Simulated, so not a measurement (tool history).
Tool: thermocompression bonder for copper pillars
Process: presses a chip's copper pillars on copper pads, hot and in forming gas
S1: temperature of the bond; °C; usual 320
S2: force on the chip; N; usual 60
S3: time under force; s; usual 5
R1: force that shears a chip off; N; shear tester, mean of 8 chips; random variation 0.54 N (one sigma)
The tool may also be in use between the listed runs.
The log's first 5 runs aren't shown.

run,hour,S1,S2,S3,R1
# hour 244.8: forming gas filter changed
6,262.8,320,60,3,34.7
7,317.6,320,39,5,27.4
8,378.5,320,39,5,26.8
9,428.1,320,60,12,59.4
10,468.1,320,60,12,59.3
11,512.1,320,70,12,68.9
12,544.4,320,60,5,44.1
13,607.5,320,60,5,43.3
14,642.2,320,60,5,43.9
15,698.5,320,60,5,44.9
16,739.0,320,86,5,61.5
17,802.1,320,60,3,36.9
18,842.3,320,60,3,36.7
# hour 861.7: forming gas filter changed
19,887.9,320,60,3,37.7

Run 20 comes next. What will it give?
20,918.2,320,60,3,?

{"run 20": {"R1": 37.5}}
Without the tool's hidden state the same run would have given R1 34.1 N.
